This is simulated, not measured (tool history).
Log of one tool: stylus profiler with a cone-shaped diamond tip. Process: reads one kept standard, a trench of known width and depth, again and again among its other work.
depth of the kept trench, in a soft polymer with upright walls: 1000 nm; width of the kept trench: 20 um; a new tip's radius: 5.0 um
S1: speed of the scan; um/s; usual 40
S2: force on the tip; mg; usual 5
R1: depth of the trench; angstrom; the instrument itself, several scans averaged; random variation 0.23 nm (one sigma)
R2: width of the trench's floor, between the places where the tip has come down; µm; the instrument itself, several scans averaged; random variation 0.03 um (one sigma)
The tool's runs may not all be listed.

run	hour	S1	S2	R1	R2
1	0	40	5	10113.2	13.94
2	53.8	40	5	10113	13.69
3	103.3	40	5	10115.6	13.38
4	174.5	40	5	10117.7	13.13
5	245	40	5	10123.1	12.8
6	283.5	32	10.22	10186.9	12.65
7	338.2	40	10	10185.9	12.41
8	375.2	149	1.73	10066.2	11.63
9	406.9	80	1.73	10069.4	11.81
10	451	123	3.07	10093	11.65

The same runs without the tool's hidden state, with the same run-to-run variation:
The hidden state here: radius of the tip, um; height scale over the true one, %; drift of the gauge itself on depth_nm, %; drift of the gauge itself on floor_um, %.
run	R1	R2
1	10107.9	13.88
2	10106.7	13.9
3	10108.2	13.82
4	10108.6	13.91
5	10112.6	13.88
6	10175.6	13.9
7	10173.3	13.9
8	10052.9	13.28
9	10055.5	13.58
10	10078.2	13.58
